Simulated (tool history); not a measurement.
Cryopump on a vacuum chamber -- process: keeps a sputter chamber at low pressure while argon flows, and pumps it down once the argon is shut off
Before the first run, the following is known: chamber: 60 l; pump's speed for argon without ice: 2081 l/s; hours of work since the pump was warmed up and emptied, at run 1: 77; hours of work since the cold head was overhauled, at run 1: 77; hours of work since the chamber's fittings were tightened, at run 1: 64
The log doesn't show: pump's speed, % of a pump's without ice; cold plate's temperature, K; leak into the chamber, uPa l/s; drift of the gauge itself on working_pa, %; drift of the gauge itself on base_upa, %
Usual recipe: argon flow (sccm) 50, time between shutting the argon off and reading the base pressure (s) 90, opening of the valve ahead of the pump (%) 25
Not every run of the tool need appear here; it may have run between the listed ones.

run,hour,argon flow (sccm),time between shutting the argon off and reading the base pressure (s),opening of the valve ahead of the pump (%),hours of work since the pump was warmed up and emptied,hours of work since the cold head was overhauled,hours of work since the chamber's fittings were tightened,pressure while argon flows (Pa),pressure after the wait (uPa)
1,0.0,50,90,25,77,77,64,0.1625,0.88
2,10.1,50,90,25,82,82,69,0.1622,0.87
3,31.9,50,90,25,93,93,80,0.1633,0.85
4,49.6,50,90,25,102,102,88,0.1643,0.89
5,71.1,50,90,25,113,113,99,0.1641,0.93
6,87.7,50,90,25,121,121,107,0.1625,0.92
7,101.0,89,90,25,128,128,114,0.2906,0.86
8,121.2,89,90,25,138,138,124,0.2904,0.94
9,134.9,50,90,25,144,144,131,0.1645,0.89
10,146.8,50,90,25,150,150,137,0.1642,0.96
11,162.3,50,90,25,158,158,144,0.1631,0.98
12,178.5,65,90,25,166,166,152,0.2140,0.97
13,192.8,65,90,25,173,173,159,0.2144,0.95
14,210.9,50,90,25,182,182,168,0.1656,0.96
15,223.6,50,90,20,188,188,175,0.2055,0.96
16,238.3,50,90,20,196,196,182,0.2063,0.98
17,251.0,50,90,56,202,202,188,0.0748,0.97
18,271.8,34,137,56,212,212,199,0.0508,0.72
19,289.8,34,137,56,221,221,207,0.0516,0.78
20,308.1,89,35,28,230,230,217,0.2617,2.09
21,328.7,40,169,25,241,241,227,0.1330,0.63
22,346.6,40,169,25,249,249,236,0.1320,0.63
23,369.9,95,55,47,261,261,247,0.1706,1.45
24,386.3,35,90,23,269,269,255,0.1250,1.03
25,404.5,35,90,23,278,278,264,0.1267,1.01
26,417.7,35,90,23,285,285,271,0.1264,1.05
27,435.3,21,97,44,293,293,280,0.0404,1.00
28,453.0,98,105,44,302,302,288,0.1891,0.94
29,463.1,98,105,44,307,307,293,0.1884,0.96
30,483.2,50,147,25,317,317,303,0.1653,0.79
31,500.3,99,43,25,326,326,312,0.3287,1.80
32,511.9,99,43,25,331,331,318,0.3305,1.83
33,528.9,50,90,19,340,340,326,0.2193,1.07
34,547.7,50,90,19,349,349,335,0.2169,1.10

5 ways to go on from here, each from the tool as it stands after run 34. What would each give?
A,562.6,35,148,38,357,357,343,?,?
B,562.6,22,90,25,357,357,343,?,?
C,562.6,36,73,27,357,357,343,?,?
D,562.6,50,143,48,357,357,343,?,?
E,562.6,50,76,25,357,357,343,?,?

run,pressure while argon flows (Pa),pressure after the wait (uPa)
A,0.0774,0.81
B,0.0740,1.05
C,0.1124,1.23
D,0.0877,0.79
E,0.1671,1.23
Had the tool no hidden state, the same runs would have come out as:
run,pressure while argon flows (Pa),pressure after the wait (uPa)
A,0.0740,0.58
B,0.0719,0.83
C,0.1089,1.00
D,0.0829,0.57
E,0.1623,1.00
